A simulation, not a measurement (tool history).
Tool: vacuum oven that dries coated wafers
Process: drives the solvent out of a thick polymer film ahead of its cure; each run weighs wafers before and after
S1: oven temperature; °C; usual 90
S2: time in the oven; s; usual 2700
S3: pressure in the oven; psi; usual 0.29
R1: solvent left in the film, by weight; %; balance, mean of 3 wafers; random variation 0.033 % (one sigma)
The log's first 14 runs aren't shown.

run 15 hour=128.7 | S1=90 S2=2700 S3=0.199 | R1=2.05
run 16 hour=138.9 | S1=90 S2=2700 S3=0.199 | R1=2.08
run 17 hour=145.2 | S1=90 S2=3420 S3=0.199 | R1=1.49
-- hour=147.5 vacuum gauge cleaned of residue and calibrated
run 18 hour=153.2 | S1=86 S2=2220 S3=0.393 | R1=4.09
run 19 hour=159.5 | S1=86 S2=2220 S3=0.393 | R1=4.08
run 20 hour=165.5 | S1=86 S2=2220 S3=0.393 | R1=4.1
-- hour=174.9 vacuum gauge cleaned of residue and calibrated, once more
run 21 hour=178.8 | S1=99 S2=2220 S3=0.97 | R1=2.44
run 22 hour=186 | S1=95 S2=1680 S3=0.152 | R1=2.28
run 23 hour=198.7 | S1=90 S2=4380 S3=0.29 | R1=1.25
run 24 hour=205.1 | S1=97 S2=4380 S3=0.687 | R1=1.5
run 25 hour=214.8 | S1=97 S2=3120 S3=0.197 | R1=0.76
run 26 hour=220.5 | S1=97 S2=3120 S3=0.197 | R1=0.67
run 27 hour=226.3 | S1=75 S2=2400 S3=0.29 | R1=6.42
run 28 hour=231.7 | S1=88 S2=2700 S3=0.712 | R1=3.8
run 29 hour=243.1 | S1=88 S2=2700 S3=0.712 | R1=3.79
run 30 hour=254.2 | S1=90 S2=2700 S3=0.843 | R1=3.6

5 ways to go on from here, each from the tool as it stands after run 30. What would each give?
run A hour=260 | S1=84 S2=1800 S3=0.463 | R1=?
run B hour=260 | S1=84 S2=4800 S3=0.843 | R1=?
run C hour=260 | S1=91 S2=2700 S3=0.998 | R1=?
run D hour=260 | S1=90 S2=1620 S3=0.29 | R1=?
run E hour=260 | S1=90 S2=3720 S3=0.566 | R1=?

run=A R1=5.38
run=B R1=3.79
run=C R1=3.8
run=D R1=3.84
run=E R1=2.25
Without the tool's hidden state the same runs would have given:
run=A R1=5.24
run=B R1=3.66
run=C R1=3.67
run=D R1=3.71
run=E R1=2.16
